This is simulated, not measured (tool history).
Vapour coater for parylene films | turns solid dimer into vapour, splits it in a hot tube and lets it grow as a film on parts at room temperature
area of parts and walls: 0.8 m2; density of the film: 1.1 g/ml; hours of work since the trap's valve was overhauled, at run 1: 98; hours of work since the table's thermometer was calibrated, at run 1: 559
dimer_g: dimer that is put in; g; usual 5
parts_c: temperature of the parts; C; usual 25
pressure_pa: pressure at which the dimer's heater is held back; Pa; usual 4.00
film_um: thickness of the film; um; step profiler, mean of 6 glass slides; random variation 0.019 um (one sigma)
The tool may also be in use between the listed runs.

run,hour,dimer_g,parts_c,pressure_pa,hours of work since the trap's valve was overhauled,hours of work since the table's thermometer was calibrated,film_um
1,0.0,5,25,4.00,98,559,2.84
2,21.9,5,25,5.91,111,572,2.64
3,58.0,7,25,4.00,132,593,4.00
4,95.9,5,25,3.91,154,615,2.82
5,128.2,5,25,3.91,173,634,2.81
6,155.6,5,25,3.91,189,650,2.84
7,184.7,5,25,3.91,206,667,2.81
8,208.9,5,25,3.91,220,681,2.82
9,248.1,5,25,3.91,243,704,2.84
10,269.3,5,21,4.00,256,717,3.08
11,299.6,5,21,4.00,273,734,3.06
12,325.6,5,25,4.00,289,750,2.78
13,363.0,2,25,4.00,310,772,1.12
14,384.5,2,25,4.00,323,784,1.08
15,408.3,6,20,4.19,337,798,3.75
16,439.9,6,20,4.19,355,817,3.67
# hour 443.5: table's thermometer calibrated
17,481.8,5,25,7.94,379,22,2.43
18,514.1,3,22,8.99,398,41,1.55
# hour 534.8: table's thermometer calibrated, once more
19,540.4,3,22,8.99,413,3,1.58
20,568.3,3,18,3.24,430,20,2.04
21,586.5,5,36,4.00,440,30,2.14
22,605.6,4,17,10.75,451,41,2.30
# hour 612.9: trap's valve overhauled
23,637.6,3,36,4.72,14,58,1.29
24,674.3,6,19,3.35,36,79,4.16
25,707.8,6,19,8.27,56,99,3.57
26,729.6,9,18,7.48,68,112,5.58
27,768.1,9,18,7.48,91,134,5.62

Forecast each of these 5 alternatives for the next run:
A,807.6,5,25,10.43,114,158,?
B,807.6,8,18,7.48,114,158,?
C,807.6,5,18,7.48,114,158,?
D,807.6,9,21,6.96,114,158,?
E,807.6,3,25,4.00,114,158,?

run,film_um
A,2.47
B,4.93
C,3.10
D,5.22
E,1.74
Without the tool's hidden state the same runs would have given:
run,film_um
A,2.51
B,5.01
C,3.15
D,5.30
E,1.77

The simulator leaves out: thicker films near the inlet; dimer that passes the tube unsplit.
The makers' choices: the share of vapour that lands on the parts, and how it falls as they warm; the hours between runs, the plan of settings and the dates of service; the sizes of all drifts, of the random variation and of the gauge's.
